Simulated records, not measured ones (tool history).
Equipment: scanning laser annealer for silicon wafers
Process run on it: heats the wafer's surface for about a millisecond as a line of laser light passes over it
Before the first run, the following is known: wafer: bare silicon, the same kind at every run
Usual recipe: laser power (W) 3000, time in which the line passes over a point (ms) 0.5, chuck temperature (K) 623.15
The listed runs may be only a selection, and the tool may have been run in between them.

| run | hour | laser power (W) | time in which the line passes over a point (ms) | chuck temperature (K) | highest temperature of the surface (K) |
|---|---|---|---|---|---|
| 1 | 0 | 3000 | 0.5 | 623.15 | 1292.15 |
| 2 | 8.4 | 3000 | 0.5 | 623.15 | 1297.15 |
| 3 | 12.9 | 3000 | 0.5 | 623.15 | 1294.15 |
| 4 | 20.2 | 3000 | 0.5 | 623.15 | 1295.15 |
| 5 | 25.3 | 3000 | 0.5 | 623.15 | 1294.15 |
| 6 | 31.2 | 3000 | 0.577 | 623.15 | 1344.15 |
| 7 | 38.8 | 3000 | 0.542 | 623.15 | 1321.15 |
| 8 | 43.5 | 3000 | 0.5 | 623.15 | 1291.15 |
| 9 | 52.1 | 3000 | 0.5 | 623.15 | 1290.15 |
| 10 | 57.8 | 3000 | 0.446 | 623.15 | 1255.15 |
| 11 | 63.7 | 3000 | 0.5 | 623.15 | 1286.15 |
| 12 | 74 | 3000 | 0.5 | 623.15 | 1319.15 |
| 13 | 78.8 | 3000 | 0.5 | 623.15 | 1317.15 |
| 14 | 85.9 | 3000 | 0.5 | 623.15 | 1318.15 |
| 15 | 95.1 | 3000 | 0.5 | 623.15 | 1320.15 |
| 16 | 103.5 | 3000 | 0.5 | 623.15 | 1318.15 |
| 17 | 110.2 | 3000 | 0.5 | 623.15 | 1317.15 |
| 18 | 116.8 | 2944 | 0.5 | 623.15 | 1303.15 |
| 19 | 122.1 | 2944 | 0.5 | 623.15 | 1306.15 |
| 20 | 131.4 | 3000 | 0.5 | 623.15 | 1315.15 |
| 21 | 142 | 3008 | 0.5 | 623.15 | 1319.15 |
| 22 | 150.9 | 3000 | 0.5 | 608.15 | 1299.15 |
| 23 | 158.2 | 2883 | 0.366 | 636.15 | 1208.15 |
| 24 | 168.6 | 2555 | 0.388 | 620.15 | 1141.15 |
| 25 | 179.2 | 2747 | 0.558 | 586.15 | 1254.15 |
| 26 | 183.8 | 2747 | 0.558 | 586.15 | 1254.15 |
| 27 | 193 | 3000 | 0.357 | 595.15 | 1180.15 |
| 28 | 202.3 | 2667 | 0.483 | 646.15 | 1251.15 |
| 29 | 208.9 | 3182 | 0.475 | 637.15 | 1346.15 |
| 30 | 220 | 2891 | 0.5 | 649.15 | 1309.15 |
| 31 | 230.8 | 2984 | 0.436 | 619.15 | 1258.15 |
| 32 | 240.7 | 3083 | 0.361 | 623.15 | 1224.15 |
| 33 | 246.2 | 2561 | 0.399 | 601.15 | 1126.15 |
| 34 | 253.8 | 2561 | 0.399 | 601.15 | 1125.15 |
| 35 | 262 | 3000 | 0.445 | 602.15 | 1247.15 |
| 36 | 268.5 | 2762 | 0.543 | 597.15 | 1250.15 |
| 37 | 277.9 | 2762 | 0.539 | 589.15 | 1240.15 |
| 38 | 285.7 | 2762 | 0.539 | 589.15 | 1240.15 |
| 39 | 291.2 | 2762 | 0.539 | 589.15 | 1245.15 |
| 40 | 299.4 | 2973 | 0.415 | 631.15 | 1250.15 |

Withheld: 1 entry from between the runs. Position of each, and hidden state at the listed run before versus the listed run after:
From run 11 to run 12: window over the wafer cleaned (hour 72.6)
  light that passes the window, % of a clean one's: 95.54 -> 99.8; laser's true power over the reading, %: -0.46 -> -0.47; width of the line over the set one, %: 0.88 -> 0.89
  measured value less the no-hidden-state value, highest temperature of the surface (K): -38 -> -7
